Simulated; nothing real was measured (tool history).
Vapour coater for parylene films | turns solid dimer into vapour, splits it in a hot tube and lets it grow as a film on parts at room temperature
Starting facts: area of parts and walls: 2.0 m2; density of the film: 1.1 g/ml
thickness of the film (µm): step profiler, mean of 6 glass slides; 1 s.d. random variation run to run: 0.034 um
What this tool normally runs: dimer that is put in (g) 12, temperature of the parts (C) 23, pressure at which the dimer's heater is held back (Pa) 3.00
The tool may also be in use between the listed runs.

run,hour,dimer that is put in (g),temperature of the parts (C),pressure at which the dimer's heater is held back (Pa),thickness of the film (µm)
1,0.0,12,23,3.00,3.05
2,37.9,12,23,3.00,2.95
3,60.2,12,28,3.00,2.40
# hour 87.1: table's thermometer calibrated
4,101.9,12,28,3.00,2.55
5,125.9,12,22,3.00,3.27
6,157.8,12,22,3.00,3.28
7,188.4,12,22,3.00,3.29
8,209.3,12,23,2.92,3.13
9,230.3,10,23,3.00,2.62
10,251.7,10,23,3.00,2.54
11,286.5,10,23,3.00,2.55
12,309.2,10,23,2.94,2.55
13,330.0,10,23,2.94,2.58
14,363.4,10,23,2.94,2.54
15,396.5,10,23,2.94,2.58
16,414.6,10,23,2.94,2.45
17,445.9,12,23,3.00,2.95
# hour 469.8: trap's valve overhauled
18,475.6,12,23,5.23,3.29
19,515.6,12,23,3.00,3.37
20,548.3,5,23,3.00,1.39
21,587.0,12,23,3.00,3.29
22,618.9,12,23,3.00,3.27
23,649.7,12,23,3.00,3.25
24,684.8,19,23,3.00,5.27
25,725.6,19,23,3.00,5.14
26,762.5,13,24,3.00,3.26
27,796.7,8,21,4.76,2.30
28,831.1,14,18,3.78,4.68
29,852.4,6,29,6.00,1.13
30,885.8,6,23,10.00,1.46
31,926.1,6,26,5.46,1.30
32,944.0,6,26,5.46,1.32
33,982.2,6,26,5.46,1.32
34,1010.7,18,23,3.00,4.64
35,1034.7,7,31,3.00,1.24
36,1062.8,7,31,3.00,1.27
37,1095.1,11,23,2.39,2.84
38,1139.0,20,20,5.58,5.64
39,1160.9,20,15,3.20,7.23

Run 40 comes next. What will it give?
40,1195.1,14,17,6.57,?

{"run 40": {"thickness of the film (µm)": 4.43}}
Minus the tool's unlogged condition, the same run would have read thickness of the film (µm) 5.02.
